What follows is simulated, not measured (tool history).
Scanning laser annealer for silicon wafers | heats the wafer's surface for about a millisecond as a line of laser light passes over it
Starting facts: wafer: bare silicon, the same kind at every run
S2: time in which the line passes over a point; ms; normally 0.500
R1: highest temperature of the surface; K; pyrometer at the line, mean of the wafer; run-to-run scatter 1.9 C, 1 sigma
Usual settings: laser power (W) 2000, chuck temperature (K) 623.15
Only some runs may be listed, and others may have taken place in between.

Run 1, hour 0.0: usual settings. Result: R1 1441.15 K.
Run 2, hour 50.6: usual settings. Result: R1 1437.15 K.
Run 3, hour 72.0: usual settings but S2 0.403 ms. Result: R1 1354.15 K.
Run 4, hour 99.2: usual settings but S2 0.403 ms. Result: R1 1356.15 K.
Run 5, hour 144.4: usual settings but S2 0.403 ms. Result: R1 1352.15 K.
Run 6, hour 179.4: usual settings but laser power (W) 1972, S2 0.403 ms. Result: R1 1336.15 K.
Run 7, hour 200.3: usual settings but laser power (W) 1972, S2 0.481 ms. Result: R1 1401.15 K.
At hour 208.8: optics aligned, line set to its width.
Run 8, hour 250.5: usual settings but laser power (W) 1918, S2 0.535 ms, chuck temperature (K) 657.15. Result: R1 1450.15 K.
Run 9, hour 293.7: usual settings but laser power (W) 1777, S2 0.417 ms, chuck temperature (K) 633.15. Result: R1 1285.15 K.
Run 10, hour 317.6: usual settings but laser power (W) 1777, S2 0.417 ms, chuck temperature (K) 633.15. Result: R1 1281.15 K.
Run 11, hour 358.2: usual settings but laser power (W) 2126, S2 0.417 ms, chuck temperature (K) 628.15. Result: R1 1395.15 K.
Run 12, hour 393.4: usual settings but laser power (W) 2099. Result: R1 1445.15 K.
Run 13, hour 422.3: usual settings but laser power (W) 1745, S2 0.457 ms, chuck temperature (K) 662.15. Result: R1 1322.15 K.
At hour 457.3: optics aligned, line set to its width, once more.
At hour 469.1: window over the wafer cleaned.
Run 14, hour 472.3: usual settings but laser power (W) 2081, S2 0.561 ms, chuck temperature (K) 662.15. Result: R1 1573.15 K.

Results per run with the tool's hidden condition removed, run-to-run variation unchanged:
Hidden conditions of the tool in this case: light that passes the window, % of a clean one's; laser's true power over the reading, %; width of the line over the set one, %; drift of the gauge itself on peak_c, C.
run       R1
  1  1456.15
  2  1456.15
  3  1372.15
  4  1376.15
  5  1375.15
  6  1361.15
  7  1431.15
  8  1484.15
  9  1316.15
 10  1313.15
 11  1436.15
 12  1491.15
 13  1362.15
 14  1576.15
